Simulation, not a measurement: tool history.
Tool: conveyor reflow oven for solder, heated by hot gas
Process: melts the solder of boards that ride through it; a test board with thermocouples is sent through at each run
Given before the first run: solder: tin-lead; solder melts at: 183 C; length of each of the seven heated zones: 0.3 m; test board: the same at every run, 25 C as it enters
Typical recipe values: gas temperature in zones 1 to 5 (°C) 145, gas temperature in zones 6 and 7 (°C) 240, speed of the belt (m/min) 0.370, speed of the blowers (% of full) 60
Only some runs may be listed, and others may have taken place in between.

| run | hour | gas temperature in zones 1 to 5 (°C) | gas temperature in zones 6 and 7 (°C) | speed of the belt (m/min) | speed of the blowers (% of full) | highest temperature of the board (°C) | time above the solder's melting point (s) |
|---|---|---|---|---|---|---|---|
| 1 | 0.0 | 145 | 240 | 0.370 | 60 | 224.3 | 80.3 |
| 2 | 74.9 | 145 | 240 | 0.370 | 60 | 222.6 | 81.1 |
| 3 | 157.8 | 145 | 240 | 0.370 | 60 | 222.7 | 81.6 |
| 4 | 249.0 | 145 | 240 | 0.370 | 60 | 223.2 | 81.6 |
| 5 | 310.3 | 145 | 240 | 0.370 | 79 | 228.5 | 84.6 |
| 6 | 391.3 | 145 | 240 | 0.370 | 60 | 222.6 | 81.8 |
| 7 | 447.8 | 145 | 240 | 0.423 | 60 | 218.4 | 66.6 |
| 8 | 520.8 | 145 | 240 | 0.423 | 60 | 218.1 | 66.4 |
| 9 | 610.3 | 145 | 240 | 0.423 | 60 | 217.9 | 66.6 |
| 10 | 658.6 | 145 | 240 | 0.423 | 60 | 218.7 | 65.8 |
| 11 | 724.5 | 145 | 240 | 0.423 | 60 | 218.9 | 66.5 |
| 12 | 791.8 | 145 | 240 | 0.423 | 60 | 218.2 | 66.1 |
| 13 | 884.4 | 145 | 240 | 0.370 | 60 | 223.6 | 80.7 |
| 14 | 954.6 | 145 | 232 | 0.370 | 60 | 216.1 | 74.7 |
| 15 | 995.2 | 145 | 232 | 0.370 | 60 | 216.3 | 75.3 |
| 16 | 1061.4 | 149 | 239 | 0.321 | 67 | 228.9 | 101.4 |
| 17 | 1106.7 | 149 | 246 | 0.321 | 69 | 235.8 | 106.1 |
| 18 | 1147.6 | 140 | 252 | 0.321 | 69 | 240.5 | 103.9 |
| 19 | 1186.1 | 145 | 234 | 0.315 | 60 | 223.1 | 96.0 |
| 20 | 1243.3 | 145 | 234 | 0.315 | 60 | 223.4 | 95.5 |
| 21 | 1310.8 | 130 | 248 | 0.370 | 60 | 227.1 | 77.9 |
| 22 | 1394.8 | 145 | 245 | 0.370 | 88 | 235.0 | 88.6 |
| 23 | 1449.0 | 145 | 245 | 0.370 | 88 | 233.2 | 89.7 |
| 24 | 1525.5 | 145 | 248 | 0.370 | 60 | 230.1 | 87.3 |
| 25 | 1612.7 | 159 | 228 | 0.370 | 60 | 215.9 | 83.3 |
| 26 | 1692.2 | 159 | 228 | 0.370 | 60 | 215.8 | 82.1 |
| 27 | 1756.0 | 147 | 240 | 0.370 | 54 | 221.8 | 80.1 |
| 28 | 1845.5 | 147 | 233 | 0.416 | 83 | 219.2 | 71.5 |
| 29 | 1933.9 | 130 | 240 | 0.416 | 83 | 223.2 | 66.2 |

Not shown here: 7 entries made in the log between runs. Locate each between two listed runs and compare the hidden state at the listed run before it with the hidden state at the listed run after it:
Between runs 3 and 4: flux residue cleaned out of gas plates and filters (hour 203.4); thermocouples of zones 6 and 7 changed (hour 247.6)
  heat that the gas passes to the board, % of a clean oven's: 99.4 -> 100; true gas temperature in zones 6 and 7 over the reading, C: 0.04 -> 0
Between runs 10 and 11: belt drive overhauled, speed set with a stopwatch (hour 668.5)
  heat that the gas passes to the board, % of a clean oven's: 99.6 -> 99.5; belt's true speed, % of the reading: 99.93 -> 99.99
Between runs 12 and 13: flux residue cleaned out of gas plates and filters (hour 814.3)
  heat that the gas passes to the board, % of a clean oven's: 99.5 -> 99.9; belt's true speed, % of the reading: 99.99 -> 99.98
Between runs 20 and 21: thermocouples of zones 6 and 7 changed (hour 1310.8)
  heat that the gas passes to the board, % of a clean oven's: 99.6 -> 99.5; true gas temperature in zones 6 and 7 over the reading, C: 0.03 -> 0.02
Between runs 22 and 23: flux residue cleaned out of gas plates and filters (hour 1426.5)
  heat that the gas passes to the board, % of a clean oven's: 99.4 -> 100; true gas temperature in zones 6 and 7 over the reading, C: 0.02 -> 0.03
Between runs 28 and 29: belt drive overhauled, speed set with a stopwatch (hour 1862.2)
  heat that the gas passes to the board, % of a clean oven's: 99.6 -> 99.5; belt's true speed, % of the reading: 99.93 -> 100

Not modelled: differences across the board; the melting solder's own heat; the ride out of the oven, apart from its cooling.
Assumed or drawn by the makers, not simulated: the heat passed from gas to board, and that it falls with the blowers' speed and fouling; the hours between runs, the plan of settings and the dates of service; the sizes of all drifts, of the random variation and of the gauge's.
